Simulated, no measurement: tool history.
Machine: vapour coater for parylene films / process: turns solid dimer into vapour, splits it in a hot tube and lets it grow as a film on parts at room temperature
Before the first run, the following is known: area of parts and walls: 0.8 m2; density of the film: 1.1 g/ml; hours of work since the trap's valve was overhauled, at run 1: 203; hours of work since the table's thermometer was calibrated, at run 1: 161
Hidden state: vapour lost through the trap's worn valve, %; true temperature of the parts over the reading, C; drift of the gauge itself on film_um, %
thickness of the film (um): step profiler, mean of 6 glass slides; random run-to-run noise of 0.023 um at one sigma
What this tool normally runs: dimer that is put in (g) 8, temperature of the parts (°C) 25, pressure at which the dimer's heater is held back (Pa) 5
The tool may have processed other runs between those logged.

run	hour	dimer that is put in (g)	temperature of the parts (°C)	pressure at which the dimer's heater is held back (Pa)	hours of work since the trap's valve was overhauled	hours of work since the table's thermometer was calibrated	thickness of the film (um)
1	0	8	25	5	203	161	4.61
2	57.9	8	25	5	232	190	4.62
3	91.6	8	25	5	249	207	4.59
4	148.4	8	25	5	277	236	4.64
5	197.1	8	25	5	301	260	4.64
6	244.3	8	25	5	325	284	4.6
7	271	8	26	5	338	297	4.49
8	311.5	8	25	5	359	317	4.61
9	341.2	8	25	5	373	332	4.59
10	383.4	8	25	5	395	353	4.56
11	440.9	5	25	2.11	423	382	3.35
12	482.9	8	19	5	444	403	5.25
13	526.2	13	25	2.92	466	424	8.1
14	562.3	5	25	5	484	443	2.85
15	615.2	8	25	5	510	469	4.54
16	671.3	8	25	5	538	497	4.56
17	705.6	5	19	10.51	556	514	2.87
18	735.4	7	25	3.24	570	529	4.35
# hour 767.1: trap's valve overhauled
19	790.1	7	25	3.24	12	554	4.34

Here are 4 independent what-if runs from the current tool condition. What would each one return?
A	821	4	21	10.29	27	570	?
B	821	9	21	6.78	27	570	?
C	821	7	25	6.94	27	570	?
D	821	12	25	7.25	27	570	?

run	thickness of the film (um)
A	2.23
B	5.37
C	3.8
D	6.52
With the hidden condition removed and each run's random variation left untouched, the same runs would have given:
run	thickness of the film (um)
A	2.23
B	5.37
C	3.8
D	6.52
